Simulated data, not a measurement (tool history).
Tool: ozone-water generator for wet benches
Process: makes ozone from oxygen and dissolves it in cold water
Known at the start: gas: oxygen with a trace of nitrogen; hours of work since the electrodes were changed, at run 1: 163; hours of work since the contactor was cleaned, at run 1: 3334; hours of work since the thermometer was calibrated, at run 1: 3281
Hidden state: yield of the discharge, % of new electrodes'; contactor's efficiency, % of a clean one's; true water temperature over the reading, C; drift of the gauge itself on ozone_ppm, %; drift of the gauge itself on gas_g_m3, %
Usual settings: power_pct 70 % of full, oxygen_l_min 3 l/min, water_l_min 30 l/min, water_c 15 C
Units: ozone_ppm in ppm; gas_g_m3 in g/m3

| run | hour | power_pct | oxygen_l_min | water_l_min | water_c | hours of work since the electrodes were changed | hours of work since the contactor was cleaned | hours of work since the thermometer was calibrated | ozone_ppm | gas_g_m3 |
|---|---|---|---|---|---|---|---|---|---|---|
| 1 | 0 | 70 | 3 | 30 | 15 | 163 | 3334 | 3281 | 10.9 | 168.1 |
| 2 | 22 | 70 | 3 | 43 | 15 | 185 | 3356 | 3302 | 7.4 | 168.3 |
| 3 | 46.3 | 70 | 3 | 43 | 15 | 208 | 3379 | 3326 | 7.3 | 168.7 |
| 4 | 73.4 | 70 | 3 | 43 | 15 | 234 | 3405 | 3352 | 7.4 | 170.1 |
| 5 | 98.7 | 70 | 3 | 43 | 17 | 258 | 3429 | 3376 | 7.3 | 168.2 |
| 6 | 114.5 | 70 | 3 | 30 | 15 | 273 | 3444 | 3391 | 11.2 | 168.6 |
| 7 | 148.3 | 70 | 3 | 30 | 15 | 306 | 3477 | 3424 | 10.8 | 169 |
| 8 | 180.7 | 70 | 3 | 30 | 15 | 337 | 3508 | 3455 | 10.9 | 168.4 |
| 9 | 211 | 57 | 3 | 30 | 15 | 366 | 3537 | 3484 | 9.2 | 142.6 |
| 10 | 228.4 | 70 | 3 | 30 | 15 | 383 | 3554 | 3500 | 11 | 167.2 |
| 11 | 244.8 | 70 | 3 | 30 | 15 | 398 | 3569 | 3516 | 10.9 | 166.6 |
| 12 | 277.5 | 70 | 4.45 | 30 | 15 | 430 | 3601 | 3548 | 12.7 | 144.6 |
| 13 | 301.4 | 70 | 4.15 | 26 | 15 | 453 | 3624 | 3571 | 14.2 | 145.7 |
| 14 | 330 | 70 | 4.15 | 26 | 15 | 480 | 3651 | 3598 | 14.3 | 146.7 |
| 15 | 361.2 | 99 | 2.29 | 25 | 11 | 510 | 3681 | 3628 | 15.4 | 237.7 |
| 16 | 385.4 | 93 | 2.58 | 22 | 9 | 533 | 3704 | 3651 | 18.1 | 216.7 |
| 17 | 423.2 | 70 | 2.2 | 30 | 19 | 570 | 3741 | 3687 | 9.4 | 185.8 |
| 18 | 443.1 | 84 | 3 | 30 | 15 | 589 | 3760 | 3707 | 12.6 | 190.4 |
|  | 468.7 | water thermometer calibrated |
| 19 | 475.3 | 54 | 3 | 30 | 9 | 619 | 3790 | 6 | 9.2 | 136.2 |
| 20 | 499 | 53 | 3.26 | 28 | 15 | 642 | 3813 | 29 | 9.9 | 130.6 |
| 21 | 533.9 | 53 | 3.26 | 28 | 15 | 675 | 3846 | 63 | 9.9 | 130.7 |
| 22 | 549.8 | 53 | 3.26 | 28 | 15 | 691 | 3862 | 78 | 9.7 | 130.9 |
| 23 | 571.9 | 53 | 3.26 | 28 | 15 | 712 | 3883 | 99 | 9.9 | 132.3 |

How the hidden state differs across the entries between the runs, from the last listed run before each to the first after it:
Between runs 18 and 19: water thermometer calibrated (hour 468.7)
  drift of the gauge itself on gas_g_m3, %: -1.75 -> -1.87
  measured less the result without the state, gas_g_m3: -3.4 -> -2.6 g/m3
